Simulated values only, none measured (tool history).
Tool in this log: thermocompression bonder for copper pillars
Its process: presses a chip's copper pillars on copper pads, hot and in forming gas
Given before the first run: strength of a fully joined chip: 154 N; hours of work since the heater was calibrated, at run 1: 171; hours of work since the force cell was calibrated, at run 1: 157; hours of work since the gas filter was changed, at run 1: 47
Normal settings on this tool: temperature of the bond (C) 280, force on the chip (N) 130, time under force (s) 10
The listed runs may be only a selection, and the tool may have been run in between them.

run,hour,temperature of the bond (C),force on the chip (N),time under force (s),hours of work since the heater was calibrated,hours of work since the force cell was calibrated,hours of work since the gas filter was changed,force that shears a chip off (N)
1,0,280,130,10,171,157,47,98.3
2,7.7,280,93,10,174,160,50,85.7
3,19.4,308,93,10,179,165,55,106
4,29.4,308,93,10,183,169,59,105.9
5,41.6,308,93,10,188,174,64,104.2
6,48.4,280,130,10,191,177,67,100.1
7,54.7,280,130,10,193,179,69,97.4
8,60.8,280,90,10,196,182,72,80.4
9,73,280,90,10,201,187,77,81.2
10,84.9,280,130,10,206,191,81,96.1
11,91.8,280,100,10,209,194,84,86
12,102.8,280,100,10,213,199,89,87.5
13,112.6,280,100,10,217,203,93,86.1
14,120.6,280,100,10,220,206,96,85.8
15,133.2,280,100,10,225,211,101,84.1
16,142,280,100,10,229,215,105,85.3
17,147.3,280,100,10,231,217,107,86.5
18,155.8,280,100,10,235,220,110,83.9
19,164.5,280,100,10,238,224,114,84.7
20,173.5,280,100,10,242,228,118,84.8
21,182.3,280,100,10,245,231,121,83.7
# hour 184.7: force cell calibrated
22,190.6,273,165,10,248,2,124,97.5
23,201.8,273,165,10,253,7,129,98.2
24,213.9,273,165,10,258,12,133,97
25,223.3,283,105,7,262,16,137,78.8
26,230.6,283,105,7,265,19,140,79
27,239.7,283,105,7,268,22,144,78.8
28,249.1,283,105,7,272,26,148,76.6
# hour 255.6: force cell calibrated, once more
29,256.2,283,101,25,274,0,150,111.5

Run 30 is up next; what results do you expect?
30,266.2,292,177,9,278,4,154,?

Run 30 gave force that shears a chip off (N) 112.7.
On a tool with no hidden condition, and with the same random variation, this run would have come out at force that shears a chip off (N) 122.8.

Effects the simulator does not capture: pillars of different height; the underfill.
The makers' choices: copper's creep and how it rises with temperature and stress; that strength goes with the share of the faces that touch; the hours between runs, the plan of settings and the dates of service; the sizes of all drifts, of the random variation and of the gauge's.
